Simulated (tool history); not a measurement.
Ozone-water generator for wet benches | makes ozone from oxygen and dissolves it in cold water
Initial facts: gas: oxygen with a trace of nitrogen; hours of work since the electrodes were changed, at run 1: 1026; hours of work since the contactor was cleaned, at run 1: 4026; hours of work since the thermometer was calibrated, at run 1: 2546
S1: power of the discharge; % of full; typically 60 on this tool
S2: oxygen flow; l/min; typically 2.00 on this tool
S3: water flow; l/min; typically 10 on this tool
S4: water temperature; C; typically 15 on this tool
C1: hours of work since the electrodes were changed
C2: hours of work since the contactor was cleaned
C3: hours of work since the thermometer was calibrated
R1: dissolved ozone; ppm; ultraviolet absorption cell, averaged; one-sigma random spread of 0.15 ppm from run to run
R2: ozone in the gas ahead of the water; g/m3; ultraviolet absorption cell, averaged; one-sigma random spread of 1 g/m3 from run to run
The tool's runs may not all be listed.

Run 1, day 0.000: usual settings; C1 1026; C2 4026; C3 2546. Result: R1 17.8 ppm, R2 173.4 g/m3.
Run 2, day 1.750: usual settings; C1 1066; C2 4065; C3 2586. Result: R1 17.8 ppm, R2 175.0 g/m3.
Run 3, day 3.379: usual settings but S1 65 % of full; C1 1103; C2 4102; C3 2623. Result: R1 18.5 ppm, R2 180.8 g/m3.
Run 4, day 4.375: usual settings but S1 65 % of full; C1 1125; C2 4125; C3 2646. Result: R1 18.7 ppm, R2 180.8 g/m3.
Run 5, day 5.929: usual settings but S1 79 % of full; C1 1161; C2 4161; C3 2681. Result: R1 21.0 ppm, R2 201.2 g/m3.
Run 6, day 7.629: usual settings but S4 10 C; C1 1199; C2 4199; C3 2720. Result: R1 19.1 ppm, R2 172.2 g/m3.
Run 7, day 9.317: usual settings but S4 9 C; C1 1238; C2 4238; C3 2758. Result: R1 19.2 ppm, R2 174.5 g/m3.
At day 10.800: water thermometer calibrated.
Run 8, day 11.092: usual settings but S4 9 C; C1 1278; C2 4277; C3 7. Result: R1 19.0 ppm, R2 170.8 g/m3.
Run 9, day 12.946: usual settings but S4 9 C; C1 1320; C2 4320; C3 49. Result: R1 19.1 ppm, R2 172.9 g/m3.
Run 10, day 13.800: usual settings but S1 81 % of full, S4 9 C; C1 1339; C2 4339; C3 68. Result: R1 22.6 ppm, R2 201.8 g/m3.
Run 11, day 14.625: usual settings but S2 2.23 l/min; C1 1358; C2 4358; C3 87. Result: R1 18.8 ppm, R2 167.9 g/m3.
Run 12, day 15.925: usual settings but S2 2.23 l/min; C1 1388; C2 4387; C3 117. Result: R1 18.7 ppm, R2 166.0 g/m3.
Run 13, day 17.558: usual settings but S2 2.23 l/min; C1 1425; C2 4425; C3 154. Result: R1 18.7 ppm, R2 168.7 g/m3.
Run 14, day 18.375: usual settings but S2 2.23 l/min; C1 1443; C2 4443; C3 172. Result: R1 18.3 ppm, R2 166.6 g/m3.
Run 15, day 20.167: usual settings; C1 1484; C2 4484; C3 213. Result: R1 18.0 ppm, R2 171.6 g/m3.
Run 16, day 22.038: usual settings; C1 1527; C2 4526; C3 256. Result: R1 18.2 ppm, R2 171.9 g/m3.
Run 17, day 22.888: usual settings; C1 1546; C2 4546; C3 275. Result: R1 18.0 ppm, R2 171.1 g/m3.
Run 18, day 24.471: usual settings but S1 51 % of full, S2 1.94 l/min; C1 1582; C2 4582; C3 311. Result: R1 16.3 ppm, R2 157.4 g/m3.
Run 19, day 25.600: usual settings but S1 45 % of full, S2 3.49 l/min, S3 7 l/min; C1 1608; C2 4607; C3 337. Result: R1 22.5 ppm, R2 123.6 g/m3.
Run 20, day 26.571: usual settings but S1 45 % of full, S2 3.49 l/min, S3 7 l/min; C1 1630; C2 4629; C3 359. Result: R1 22.1 ppm, R2 122.9 g/m3.
Run 21, day 28.012: usual settings but S1 45 % of full, S2 3.49 l/min, S3 7 l/min; C1 1662; C2 4662; C3 392. Result: R1 22.5 ppm, R2 123.5 g/m3.
Run 22, day 28.921: usual settings but S1 71 % of full, S2 2.66 l/min, S3 15 l/min; C1 1683; C2 4683; C3 412. Result: R1 15.1 ppm, R2 171.0 g/m3.
Run 23, day 30.404: usual settings but S1 76 % of full, S2 1.62 l/min, S3 15 l/min; C1 1717; C2 4717; C3 446. Result: R1 13.2 ppm, R2 208.7 g/m3.
Run 24, day 32.275: usual settings but S2 1.71 l/min, S4 13 C; C1 1759; C2 4759; C3 489. Result: R1 17.3 ppm, R2 178.3 g/m3.
Run 25, day 34.000: usual settings but S1 42 % of full, S2 1.01 l/min, S3 8 l/min; C1 1799; C2 4798; C3 528. Result: R1 13.9 ppm, R2 173.1 g/m3.
Run 26, day 34.779: usual settings but S1 42 % of full, S2 1.01 l/min, S3 8 l/min; C1 1816; C2 4816; C3 545. Result: R1 13.5 ppm, R2 171.7 g/m3.
Run 27, day 35.746: usual settings but S1 42 % of full, S2 1.01 l/min, S3 8 l/min; C1 1838; C2 4838; C3 567. Result: R1 14.0 ppm, R2 172.1 g/m3.
Run 28, day 37.100: usual settings but S1 48 % of full, S4 18 C; C1 1869; C2 4869; C3 598. Result: R1 15.1 ppm, R2 151.3 g/m3.
Run 29, day 38.000: usual settings but S1 62 % of full, S2 2.92 l/min, S4 18 C; C1 1890; C2 4889; C3 619. Result: R1 19.6 ppm, R2 155.8 g/m3.
Run 30, day 38.775: usual settings but S1 62 % of full, S2 2.92 l/min, S4 18 C; C1 1907; C2 4907; C3 636. Result: R1 19.6 ppm, R2 155.5 g/m3.
Run 31, day 39.650: usual settings but S1 62 % of full, S2 1.66 l/min, S4 17 C; C1 1927; C2 4927; C3 656. Result: R1 16.7 ppm, R2 184.4 g/m3.
Run 32, day 40.842: usual settings but S1 82 % of full, S2 1.66 l/min, S3 14 l/min, S4 17 C; C1 1954; C2 4954; C3 683. Result: R1 14.4 ppm, R2 215.4 g/m3.

What would each run have given without the hidden state, its run-to-run variation left as it was?
Hidden conditions of the tool in this case: yield of the discharge, % of new electrodes'; contactor's efficiency, % of a clean one's; true water temperature over the reading, C; drift of the gauge itself on ozone_ppm, %; drift of the gauge itself on gas_g_m3, %.
run     R2
  1  173.4
  2  175.2
  3  181.2
  4  181.3
  5  201.9
  6  173.0
  7  175.5
  8  172.0
  9  174.3
 10  203.6
 11  169.4
 12  167.7
 13  170.5
 14  168.5
 15  173.8
 16  174.2
 17  173.5
 18  159.8
 19  125.5
 20  124.9
 21  125.6
 22  174.1
 23  212.7
 24  181.8
 25  176.7
 26  175.3
 27  175.9
 28  154.7
 29  159.5
 30  159.3
 31  188.9
 32  220.8
R1 without the hidden state stays within 0.1 ppm of what was measured, in all runs.
